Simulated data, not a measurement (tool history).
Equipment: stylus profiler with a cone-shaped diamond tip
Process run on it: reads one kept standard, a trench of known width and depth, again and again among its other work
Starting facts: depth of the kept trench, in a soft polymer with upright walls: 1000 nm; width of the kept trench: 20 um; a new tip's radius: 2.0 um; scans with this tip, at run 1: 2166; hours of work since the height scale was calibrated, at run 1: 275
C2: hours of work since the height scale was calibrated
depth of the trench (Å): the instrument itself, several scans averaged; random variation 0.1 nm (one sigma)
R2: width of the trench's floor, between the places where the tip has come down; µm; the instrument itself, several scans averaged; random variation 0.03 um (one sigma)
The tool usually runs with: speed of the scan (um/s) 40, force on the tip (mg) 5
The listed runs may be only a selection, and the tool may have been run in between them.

run 1 hour=0 | speed_of_the_scan_(um/s)=40 force_on_the_tip_(mg)=5 | scans_with_this_tip=2166 C2=275 | depth_of_the_trench_(Å)=10214.5 R2=15.39
run 2 hour=98.6 | speed_of_the_scan_(um/s)=78 force_on_the_tip_(mg)=5 | scans_with_this_tip=2515 C2=319 | depth_of_the_trench_(Å)=10214.9 R2=15.17
run 3 hour=219.3 | speed_of_the_scan_(um/s)=40 force_on_the_tip_(mg)=5 | scans_with_this_tip=2942 C2=373 | depth_of_the_trench_(Å)=10214.1 R2=15.13
run 4 hour=306 | speed_of_the_scan_(um/s)=40 force_on_the_tip_(mg)=5 | scans_with_this_tip=3249 C2=412 | depth_of_the_trench_(Å)=10213.2 R2=15.03
run 5 hour=404.9 | speed_of_the_scan_(um/s)=40 force_on_the_tip_(mg)=5 | scans_with_this_tip=3599 C2=457 | depth_of_the_trench_(Å)=10213.7 R2=14.86
run 6 hour=495.1 | speed_of_the_scan_(um/s)=18 force_on_the_tip_(mg)=5 | scans_with_this_tip=3918 C2=497 | depth_of_the_trench_(Å)=10213.3 R2=14.85
run 7 hour=618.2 | speed_of_the_scan_(um/s)=19 force_on_the_tip_(mg)=5 | scans_with_this_tip=4353 C2=553 | depth_of_the_trench_(Å)=10210.6 R2=14.75
run 8 hour=704.9 | speed_of_the_scan_(um/s)=40 force_on_the_tip_(mg)=5 | scans_with_this_tip=4660 C2=592 | depth_of_the_trench_(Å)=10212.3 R2=14.56
run 9 hour=807 | speed_of_the_scan_(um/s)=40 force_on_the_tip_(mg)=5 | scans_with_this_tip=5022 C2=637 | depth_of_the_trench_(Å)=10210.4 R2=14.47
run 10 hour=881.4 | speed_of_the_scan_(um/s)=40 force_on_the_tip_(mg)=5 | scans_with_this_tip=5285 C2=671 | depth_of_the_trench_(Å)=10208.5 R2=14.35
run 11 hour=934.9 | speed_of_the_scan_(um/s)=40 force_on_the_tip_(mg)=5 | scans_with_this_tip=5474 C2=695 | depth_of_the_trench_(Å)=10210.3 R2=14.31
run 12 hour=1006.8 | speed_of_the_scan_(um/s)=89 force_on_the_tip_(mg)=5 | scans_with_this_tip=5729 C2=727 | depth_of_the_trench_(Å)=10209.6 R2=14.07
run 13 hour=1083.5 | speed_of_the_scan_(um/s)=89 force_on_the_tip_(mg)=5 | scans_with_this_tip=6000 C2=762 | depth_of_the_trench_(Å)=10208.7 R2=13.97
-- hour=1090.9 height scale calibrated on a step standard
run 14 hour=1184.9 | speed_of_the_scan_(um/s)=89 force_on_the_tip_(mg)=5 | scans_with_this_tip=6357 C2=42 | depth_of_the_trench_(Å)=10206 R2=13.83
run 15 hour=1241.2 | speed_of_the_scan_(um/s)=37 force_on_the_tip_(mg)=5 | scans_with_this_tip=6556 C2=68 | depth_of_the_trench_(Å)=10205.6 R2=14.01
run 16 hour=1312.7 | speed_of_the_scan_(um/s)=76 force_on_the_tip_(mg)=5 | scans_with_this_tip=6809 C2=100 | depth_of_the_trench_(Å)=10204.7 R2=13.81
run 17 hour=1432.3 | speed_of_the_scan_(um/s)=40 force_on_the_tip_(mg)=5 | scans_with_this_tip=7233 C2=153 | depth_of_the_trench_(Å)=10203.5 R2=13.84
run 18 hour=1517.7 | speed_of_the_scan_(um/s)=40 force_on_the_tip_(mg)=5 | scans_with_this_tip=7535 C2=192 | depth_of_the_trench_(Å)=10204.9 R2=13.79
-- hour=1541.2 height scale calibrated on a step standard, once more
run 19 hour=1636.6 | speed_of_the_scan_(um/s)=40 force_on_the_tip_(mg)=5 | scans_with_this_tip=7954 C2=43 | depth_of_the_trench_(Å)=10211.7 R2=13.65
run 20 hour=1743.1 | speed_of_the_scan_(um/s)=40 force_on_the_tip_(mg)=5.52 | scans_with_this_tip=8331 C2=91 | depth_of_the_trench_(Å)=10226.9 R2=13.53
run 21 hour=1840.6 | speed_of_the_scan_(um/s)=17 force_on_the_tip_(mg)=5 | scans_with_this_tip=8676 C2=135 | depth_of_the_trench_(Å)=10212.3 R2=13.42
run 22 hour=1945.5 | speed_of_the_scan_(um/s)=40 force_on_the_tip_(mg)=5 | scans_with_this_tip=9047 C2=182 | depth_of_the_trench_(Å)=10210.2 R2=13.35
run 23 hour=2065 | speed_of_the_scan_(um/s)=14 force_on_the_tip_(mg)=5 | scans_with_this_tip=9470 C2=235 | depth_of_the_trench_(Å)=10208.8 R2=13.35
run 24 hour=2192.2 | speed_of_the_scan_(um/s)=14 force_on_the_tip_(mg)=5 | scans_with_this_tip=9920 C2=292 | depth_of_the_trench_(Å)=10210.2 R2=13.23
run 25 hour=2280.7 | speed_of_the_scan_(um/s)=71 force_on_the_tip_(mg)=9.63 | scans_with_this_tip=10233 C2=332 | depth_of_the_trench_(Å)=10330.1 R2=13
-- hour=2323.9 new tip fitted, height scale calibrated
run 26 hour=2382.6 | speed_of_the_scan_(um/s)=71 force_on_the_tip_(mg)=2.03 | scans_with_this_tip=208 C2=26 | depth_of_the_trench_(Å)=10122.6 R2=16.05
run 27 hour=2490.3 | speed_of_the_scan_(um/s)=71 force_on_the_tip_(mg)=2.03 | scans_with_this_tip=589 C2=75 | depth_of_the_trench_(Å)=10121.1 R2=15.86
run 28 hour=2580.8 | speed_of_the_scan_(um/s)=37 force_on_the_tip_(mg)=1.7 | scans_with_this_tip=909 C2=115 | depth_of_the_trench_(Å)=10104.5 R2=15.92
run 29 hour=2705.6 | speed_of_the_scan_(um/s)=40 force_on_the_tip_(mg)=1.78 | scans_with_this_tip=1351 C2=171 | depth_of_the_trench_(Å)=10108.1 R2=15.71
run 30 hour=2818.6 | speed_of_the_scan_(um/s)=145 force_on_the_tip_(mg)=5.88 | scans_with_this_tip=1751 C2=222 | depth_of_the_trench_(Å)=10241.1 R2=15.32
run 31 hour=2919.1 | speed_of_the_scan_(um/s)=40 force_on_the_tip_(mg)=5.81 | scans_with_this_tip=2107 C2=267 | depth_of_the_trench_(Å)=10239.1 R2=15.48
run 32 hour=3012.9 | speed_of_the_scan_(um/s)=17 force_on_the_tip_(mg)=5.97 | scans_with_this_tip=2439 C2=310 | depth_of_the_trench_(Å)=10243.2 R2=15.42
run 33 hour=3127.5 | speed_of_the_scan_(um/s)=17 force_on_the_tip_(mg)=5.97 | scans_with_this_tip=2844 C2=361 | depth_of_the_trench_(Å)=10241.4 R2=15.27
run 34 hour=3228.3 | speed_of_the_scan_(um/s)=17 force_on_the_tip_(mg)=5.97 | scans_with_this_tip=3201 C2=406 | depth_of_the_trench_(Å)=10242.5 R2=15.07
run 35 hour=3327.5 | speed_of_the_scan_(um/s)=17 force_on_the_tip_(mg)=5.97 | scans_with_this_tip=3552 C2=451 | depth_of_the_trench_(Å)=10240.5 R2=15.08
run 36 hour=3422.2 | speed_of_the_scan_(um/s)=143 force_on_the_tip_(mg)=2.11 | scans_with_this_tip=3887 C2=493 | depth_of_the_trench_(Å)=10116.2 R2=14.27
run 37 hour=3516.3 | speed_of_the_scan_(um/s)=118 force_on_the_tip_(mg)=1.97 | scans_with_this_tip=4220 C2=536 | depth_of_the_trench_(Å)=10112.7 R2=14.25
run 38 hour=3608 | speed_of_the_scan_(um/s)=118 force_on_the_tip_(mg)=1.97 | scans_with_this_tip=4545 C2=577 | depth_of_the_trench_(Å)=10110.7 R2=14.16
run 39 hour=3682.3 | speed_of_the_scan_(um/s)=10 force_on_the_tip_(mg)=13.96 | scans_with_this_tip=4808 C2=610 | depth_of_the_trench_(Å)=10427.6 R2=14.7
run 40 hour=3747.2 | speed_of_the_scan_(um/s)=48 force_on_the_tip_(mg)=6.15 | scans_with_this_tip=5037 C2=639 | depth_of_the_trench_(Å)=10242.9 R2=14.49
run 41 hour=3871.5 | speed_of_the_scan_(um/s)=48 force_on_the_tip_(mg)=6.15 | scans_with_this_tip=5477 C2=695 | depth_of_the_trench_(Å)=10242.9 R2=14.42
run 42 hour=3979.6 | speed_of_the_scan_(um/s)=111 force_on_the_tip_(mg)=4.03 | scans_with_this_tip=5860 C2=744 | depth_of_the_trench_(Å)=10177.7 R2=14.05
run 43 hour=4063.7 | speed_of_the_scan_(um/s)=111 force_on_the_tip_(mg)=4.03 | scans_with_this_tip=6158 C2=782 | depth_of_the_trench_(Å)=10182.5 R2=13.89
run 44 hour=4148.9 | speed_of_the_scan_(um/s)=102 force_on_the_tip_(mg)=10.46 | scans_with_this_tip=6459 C2=820 | depth_of_the_trench_(Å)=10348.6 R2=14
run 45 hour=4232.5 | speed_of_the_scan_(um/s)=148 force_on_the_tip_(mg)=3.86 | scans_with_this_tip=6755 C2=857 | depth_of_the_trench_(Å)=10173.8 R2=13.55

Here are 4 independent what-if runs from the current tool condition. What would each one return?
run A hour=4353.4 | speed_of_the_scan_(um/s)=55 force_on_the_tip_(mg)=5.53 | scans_with_this_tip=7183 C2=912 | depth_of_the_trench_(Å)=? R2=?
run B hour=4353.4 | speed_of_the_scan_(um/s)=55 force_on_the_tip_(mg)=2.65 | scans_with_this_tip=7183 C2=912 | depth_of_the_trench_(Å)=? R2=?
run C hour=4353.4 | speed_of_the_scan_(um/s)=148 force_on_the_tip_(mg)=2.12 | scans_with_this_tip=7183 C2=912 | depth_of_the_trench_(Å)=? R2=?
run D hour=4353.4 | speed_of_the_scan_(um/s)=19 force_on_the_tip_(mg)=6.68 | scans_with_this_tip=7183 C2=912 | depth_of_the_trench_(Å)=? R2=?

run=A depth_of_the_trench_(Å)=10221.8 R2=13.85
run=B depth_of_the_trench_(Å)=10129.3 R2=13.86
run=C depth_of_the_trench_(Å)=10113.6 R2=13.28
run=D depth_of_the_trench_(Å)=10254.8 R2=13.97
Stripped of hidden state, with their random variation kept, the same runs would have yielded:
run=A depth_of_the_trench_(Å)=10232.1 R2=16.35
run=B depth_of_the_trench_(Å)=10139.6 R2=16.36
run=C depth_of_the_trench_(Å)=10123.9 R2=15.78
run=D depth_of_the_trench_(Å)=10265.2 R2=16.47
